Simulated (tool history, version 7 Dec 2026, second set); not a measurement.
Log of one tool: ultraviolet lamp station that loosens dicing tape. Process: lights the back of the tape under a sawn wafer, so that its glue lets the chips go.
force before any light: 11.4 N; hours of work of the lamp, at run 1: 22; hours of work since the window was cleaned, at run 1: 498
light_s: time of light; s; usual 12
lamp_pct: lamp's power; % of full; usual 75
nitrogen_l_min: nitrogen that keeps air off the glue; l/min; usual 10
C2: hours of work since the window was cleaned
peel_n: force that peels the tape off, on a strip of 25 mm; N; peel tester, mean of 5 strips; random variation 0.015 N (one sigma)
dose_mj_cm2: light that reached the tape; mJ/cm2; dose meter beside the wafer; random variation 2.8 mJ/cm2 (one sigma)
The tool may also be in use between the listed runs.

{"run": 1, "hour": 0.0, "light_s": 12, "lamp_pct": 75, "nitrogen_l_min": 10, "hours of work of the lamp": 22, "C2": 498, "peel_n": 0.769, "dose_mj_cm2": 383}
{"run": 2, "hour": 55.4, "light_s": 12, "lamp_pct": 75, "nitrogen_l_min": 10, "hours of work of the lamp": 55, "C2": 531, "peel_n": 0.77, "dose_mj_cm2": 376}
{"run": 3, "hour": 106.4, "light_s": 12, "lamp_pct": 75, "nitrogen_l_min": 6, "hours of work of the lamp": 86, "C2": 562, "peel_n": 1.265, "dose_mj_cm2": 372}
{"run": 4, "hour": 135.4, "light_s": 12, "lamp_pct": 75, "nitrogen_l_min": 6, "hours of work of the lamp": 103, "C2": 579, "peel_n": 1.307, "dose_mj_cm2": 376}
{"hour": 180.7, "done": "window cleaned of glue's vapour"}
{"run": 5, "hour": 190.2, "light_s": 12, "lamp_pct": 75, "nitrogen_l_min": 6, "hours of work of the lamp": 135, "C2": 6, "peel_n": 1.247, "dose_mj_cm2": 392}
{"run": 6, "hour": 242.3, "light_s": 12, "lamp_pct": 75, "nitrogen_l_min": 3, "hours of work of the lamp": 166, "C2": 37, "peel_n": 2.103, "dose_mj_cm2": 388}
{"run": 7, "hour": 301.5, "light_s": 12, "lamp_pct": 69, "nitrogen_l_min": 10, "hours of work of the lamp": 202, "C2": 72, "peel_n": 0.95, "dose_mj_cm2": 350}
{"run": 8, "hour": 334.4, "light_s": 12, "lamp_pct": 69, "nitrogen_l_min": 10, "hours of work of the lamp": 221, "C2": 92, "peel_n": 0.956, "dose_mj_cm2": 350}
{"run": 9, "hour": 396.5, "light_s": 12, "lamp_pct": 64, "nitrogen_l_min": 10, "hours of work of the lamp": 258, "C2": 129, "peel_n": 1.152, "dose_mj_cm2": 324}
{"run": 10, "hour": 444.0, "light_s": 7, "lamp_pct": 64, "nitrogen_l_min": 10, "hours of work of the lamp": 287, "C2": 157, "peel_n": 3.076, "dose_mj_cm2": 186}
{"run": 11, "hour": 506.7, "light_s": 12, "lamp_pct": 75, "nitrogen_l_min": 10, "hours of work of the lamp": 324, "C2": 194, "peel_n": 0.861, "dose_mj_cm2": 370}
{"run": 12, "hour": 564.0, "light_s": 12, "lamp_pct": 75, "nitrogen_l_min": 10, "hours of work of the lamp": 358, "C2": 229, "peel_n": 0.926, "dose_mj_cm2": 369}
{"run": 13, "hour": 602.7, "light_s": 12, "lamp_pct": 75, "nitrogen_l_min": 10, "hours of work of the lamp": 381, "C2": 252, "peel_n": 0.902, "dose_mj_cm2": 363}
{"run": 14, "hour": 649.1, "light_s": 12, "lamp_pct": 75, "nitrogen_l_min": 10, "hours of work of the lamp": 409, "C2": 279, "peel_n": 0.918, "dose_mj_cm2": 356}
{"run": 15, "hour": 708.6, "light_s": 12, "lamp_pct": 67, "nitrogen_l_min": 10, "hours of work of the lamp": 444, "C2": 315, "peel_n": 1.192, "dose_mj_cm2": 318}
{"run": 16, "hour": 740.2, "light_s": 7, "lamp_pct": 75, "nitrogen_l_min": 10, "hours of work of the lamp": 463, "C2": 334, "peel_n": 2.57, "dose_mj_cm2": 203}
{"run": 17, "hour": 791.5, "light_s": 7, "lamp_pct": 75, "nitrogen_l_min": 10, "hours of work of the lamp": 494, "C2": 364, "peel_n": 2.522, "dose_mj_cm2": 206}
{"run": 18, "hour": 842.9, "light_s": 7, "lamp_pct": 75, "nitrogen_l_min": 10, "hours of work of the lamp": 524, "C2": 395, "peel_n": 2.668, "dose_mj_cm2": 201}
{"run": 19, "hour": 874.9, "light_s": 12, "lamp_pct": 70, "nitrogen_l_min": 10, "hours of work of the lamp": 544, "C2": 414, "peel_n": 1.148, "dose_mj_cm2": 324}
{"run": 20, "hour": 912.5, "light_s": 12, "lamp_pct": 75, "nitrogen_l_min": 10, "hours of work of the lamp": 566, "C2": 436, "peel_n": 0.987, "dose_mj_cm2": 342}
{"run": 21, "hour": 941.1, "light_s": 12, "lamp_pct": 75, "nitrogen_l_min": 10, "hours of work of the lamp": 583, "C2": 453, "peel_n": 0.991, "dose_mj_cm2": 338}
{"run": 22, "hour": 1006.8, "light_s": 12, "lamp_pct": 65, "nitrogen_l_min": 10, "hours of work of the lamp": 622, "C2": 493, "peel_n": 1.377, "dose_mj_cm2": 292}
{"run": 23, "hour": 1044.0, "light_s": 21, "lamp_pct": 69, "nitrogen_l_min": 4, "hours of work of the lamp": 644, "C2": 515, "peel_n": 0.882, "dose_mj_cm2": 533}
{"run": 24, "hour": 1093.3, "light_s": 21, "lamp_pct": 69, "nitrogen_l_min": 4, "hours of work of the lamp": 674, "C2": 544, "peel_n": 0.87, "dose_mj_cm2": 540}
{"run": 25, "hour": 1150.6, "light_s": 21, "lamp_pct": 69, "nitrogen_l_min": 4, "hours of work of the lamp": 708, "C2": 578, "peel_n": 0.923, "dose_mj_cm2": 532}
{"run": 26, "hour": 1179.0, "light_s": 21, "lamp_pct": 69, "nitrogen_l_min": 4, "hours of work of the lamp": 725, "C2": 595, "peel_n": 0.934, "dose_mj_cm2": 527}
{"hour": 1193.5, "done": "window cleaned of glue's vapour"}
{"run": 27, "hour": 1229.6, "light_s": 21, "lamp_pct": 75, "nitrogen_l_min": 10, "hours of work of the lamp": 755, "C2": 22, "peel_n": 0.285, "dose_mj_cm2": 608}
{"run": 28, "hour": 1278.3, "light_s": 13, "lamp_pct": 74, "nitrogen_l_min": 10, "hours of work of the lamp": 784, "C2": 51, "peel_n": 0.91, "dose_mj_cm2": 362}
{"run": 29, "hour": 1333.3, "light_s": 13, "lamp_pct": 74, "nitrogen_l_min": 10, "hours of work of the lamp": 817, "C2": 83, "peel_n": 0.94, "dose_mj_cm2": 358}
{"run": 30, "hour": 1367.8, "light_s": 19, "lamp_pct": 65, "nitrogen_l_min": 10, "hours of work of the lamp": 837, "C2": 104, "peel_n": 0.53, "dose_mj_cm2": 458}
{"run": 31, "hour": 1411.7, "light_s": 19, "lamp_pct": 65, "nitrogen_l_min": 10, "hours of work of the lamp": 863, "C2": 130, "peel_n": 0.535, "dose_mj_cm2": 450}
{"run": 32, "hour": 1441.8, "light_s": 19, "lamp_pct": 65, "nitrogen_l_min": 10, "hours of work of the lamp": 881, "C2": 148, "peel_n": 0.531, "dose_mj_cm2": 454}
{"run": 33, "hour": 1490.0, "light_s": 19, "lamp_pct": 65, "nitrogen_l_min": 10, "hours of work of the lamp": 910, "C2": 177, "peel_n": 0.527, "dose_mj_cm2": 456}
{"run": 34, "hour": 1545.3, "light_s": 10, "lamp_pct": 84, "nitrogen_l_min": 4, "hours of work of the lamp": 943, "C2": 210, "peel_n": 2.526, "dose_mj_cm2": 311}
{"run": 35, "hour": 1576.6, "light_s": 10, "lamp_pct": 87, "nitrogen_l_min": 9, "hours of work of the lamp": 962, "C2": 228, "peel_n": 1.301, "dose_mj_cm2": 313}
{"run": 36, "hour": 1607.8, "light_s": 12, "lamp_pct": 69, "nitrogen_l_min": 10, "hours of work of the lamp": 980, "C2": 247, "peel_n": 1.364, "dose_mj_cm2": 289}
{"run": 37, "hour": 1665.6, "light_s": 20, "lamp_pct": 99, "nitrogen_l_min": 3, "hours of work of the lamp": 1015, "C2": 282, "peel_n": 0.633, "dose_mj_cm2": 708}
{"run": 38, "hour": 1709.8, "light_s": 20, "lamp_pct": 99, "nitrogen_l_min": 3, "hours of work of the lamp": 1041, "C2": 308, "peel_n": 0.637, "dose_mj_cm2": 699}
{"run": 39, "hour": 1740.5, "light_s": 20, "lamp_pct": 76, "nitrogen_l_min": 7, "hours of work of the lamp": 1059, "C2": 326, "peel_n": 0.507, "dose_mj_cm2": 533}
{"run": 40, "hour": 1791.9, "light_s": 20, "lamp_pct": 76, "nitrogen_l_min": 7, "hours of work of the lamp": 1090, "C2": 357, "peel_n": 0.532, "dose_mj_cm2": 525}
{"run": 41, "hour": 1839.6, "light_s": 10, "lamp_pct": 86, "nitrogen_l_min": 10, "hours of work of the lamp": 1119, "C2": 385, "peel_n": 1.404, "dose_mj_cm2": 296}
{"hour": 1856.1, "done": "lamp changed"}
{"run": 42, "hour": 1901.5, "light_s": 10, "lamp_pct": 86, "nitrogen_l_min": 10, "hours of work of the lamp": 27, "C2": 422, "peel_n": 0.877, "dose_mj_cm2": 370}
{"run": 43, "hour": 1937.7, "light_s": 10, "lamp_pct": 75, "nitrogen_l_min": 10, "hours of work of the lamp": 49, "C2": 443, "peel_n": 1.153, "dose_mj_cm2": 323}

Hidden state at the last listed run before each entry between runs and at the first one after, where it differs:
Between runs 4 and 5: window cleaned of glue's vapour (hour 180.7)
  lamp's light, % of a new lamp's: 97.9 -> 97.3; light that the window lets through, % of a clean one's: 95 -> 99.2
  measured less the result without the state, peel_n: +0.180 -> +0.088 N; dose_mj_cm2: -28 -> -14 mJ/cm2
Between runs 26 and 27: window cleaned of glue's vapour (hour 1193.5)
  lamp's light, % of a new lamp's: 86.3 -> 85.7; light that the window lets through, % of a clean one's: 94.4 -> 99.7
  measured less the result without the state, peel_n: +0.348 -> +0.061 N; dose_mj_cm2: -120 -> -103 mJ/cm2
Between runs 41 and 42: lamp changed (hour 1856.1)
  lamp's light, % of a new lamp's: 79.1 -> 99.2; light that the window lets through, % of a clean one's: 96.8 -> 96.5
  measured less the result without the state, peel_n: +0.606 -> +0.084 N; dose_mj_cm2: -91 -> -16 mJ/cm2
